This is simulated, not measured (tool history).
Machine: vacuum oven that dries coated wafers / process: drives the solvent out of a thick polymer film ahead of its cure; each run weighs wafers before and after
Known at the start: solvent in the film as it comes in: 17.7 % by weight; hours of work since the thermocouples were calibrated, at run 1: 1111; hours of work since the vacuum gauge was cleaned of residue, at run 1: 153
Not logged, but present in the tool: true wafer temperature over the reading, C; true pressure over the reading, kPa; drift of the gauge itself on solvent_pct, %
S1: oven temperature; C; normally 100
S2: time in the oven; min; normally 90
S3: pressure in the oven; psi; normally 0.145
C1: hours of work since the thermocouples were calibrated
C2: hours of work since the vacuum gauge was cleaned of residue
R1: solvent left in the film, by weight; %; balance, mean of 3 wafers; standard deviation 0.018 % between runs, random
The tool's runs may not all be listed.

| run | day | S1 | S2 | S3 | C1 | C2 | R1 |
|---|---|---|---|---|---|---|---|
| 1 | 0 | 100 | 90 | 0.145 | 1111 | 153 | 2.77 |
| 2 | 0.729 | 100 | 90 | 0.145 | 1119 | 161 | 2.77 |
| 3 | 1.329 | 100 | 90 | 0.145 | 1125 | 167 | 2.78 |
| 4 | 1.8 | 100 | 90 | 0.145 | 1130 | 172 | 2.74 |
| 5 | 2.312 | 85 | 90 | 0.145 | 1135 | 177 | 7.11 |
| 6 | 2.892 | 100 | 90 | 0.145 | 1141 | 183 | 2.77 |
| 7 | 3.538 | 100 | 90 | 0.145 | 1147 | 190 | 2.77 |
| 8 | 4.283 | 100 | 90 | 0.145 | 1155 | 197 | 2.74 |
| 9 | 4.592 | 100 | 90 | 0.145 | 1158 | 200 | 2.74 |
| 10 | 5.042 | 100 | 90 | 0.145 | 1163 | 205 | 2.77 |
| 11 | 5.35 | 100 | 128 | 0.145 | 1166 | 208 | 1.56 |
| 12 | 5.9 | 100 | 90 | 0.138 | 1172 | 214 | 2.74 |
| 13 | 6.579 | 100 | 90 | 0.138 | 1179 | 221 | 2.73 |
| 14 | 7.2 | 100 | 93 | 0.138 | 1185 | 227 | 2.58 |
| 15 | 7.738 | 100 | 90 | 0.145 | 1191 | 233 | 2.74 |
| 16 | 8.271 | 100 | 90 | 0.145 | 1196 | 238 | 2.78 |
| 17 | 8.817 | 100 | 90 | 0.145 | 1202 | 244 | 2.75 |
| 18 | 9.379 | 100 | 85 | 0.145 | 1208 | 250 | 2.98 |
| 19 | 10.088 | 96 | 85 | 0.548 | 1215 | 257 | 5.39 |
| 20 | 10.812 | 106 | 89 | 0.361 | 1222 | 265 | 2.18 |
| 21 | 11.275 | 106 | 89 | 0.361 | 1227 | 269 | 2.18 |
| 22 | 11.75 | 110 | 120 | 0.103 | 1232 | 274 | 0.51 |
| 23 | 12.233 | 110 | 157 | 0.139 | 1237 | 279 | 0.44 |
| 24 | 12.688 | 94 | 113 | 0.139 | 1242 | 284 | 3.25 |
| 25 | 13.029 | 100 | 143 | 0.128 | 1245 | 287 | 1.25 |
| 26 | 13.362 | 90 | 154 | 0.145 | 1249 | 291 | 3.02 |
| 27 | 13.675 | 88 | 90 | 0.075 | 1252 | 294 | 5.93 |
| 28 | 14.4 | 94 | 90 | 0.075 | 1259 | 301 | 4.11 |
| 29 | 14.862 | 100 | 115 | 0.077 | 1264 | 306 | 1.65 |
| 30 | 15.446 | 90 | 60 | 0.318 | 1270 | 312 | 8.08 |
| 31 | 15.875 | 90 | 60 | 0.318 | 1275 | 317 | 8.06 |
| 32 | 16.312 | 90 | 60 | 0.318 | 1279 | 321 | 8.05 |
| 33 | 16.771 | 90 | 60 | 0.318 | 1284 | 326 | 8.09 |
| 34 | 17.292 | 106 | 122 | 0.223 | 1289 | 331 | 1.16 |

Table of differences, measured result less the result of that run with no hidden state. Run-to-run variation is the same in both. Gauge scatter possibly is not:
| run | R1 |
|---|---|
| 1 | -0.3 |
| 2 | -0.3 |
| 3 | -0.3 |
| 4 | -0.31 |
| 5 | -0.39 |
| 6 | -0.31 |
| 7 | -0.3 |
| 8 | -0.31 |
| 9 | -0.31 |
| 10 | -0.31 |
| 11 | -0.2 |
| 12 | -0.31 |
| 13 | -0.31 |
| 14 | -0.3 |
| 15 | -0.31 |
| 16 | -0.31 |
| 17 | -0.31 |
| 18 | -0.33 |
| 19 | -0.41 |
| 20 | -0.23 |
| 21 | -0.24 |
| 22 | -0.05 |
| 23 | +0 |
| 24 | -0.35 |
| 25 | -0.15 |
| 26 | -0.33 |
| 27 | -0.41 |
| 28 | -0.39 |
| 29 | -0.23 |
| 30 | -0.4 |
| 31 | -0.4 |
| 32 | -0.41 |
| 33 | -0.41 |
| 34 | -0.11 |
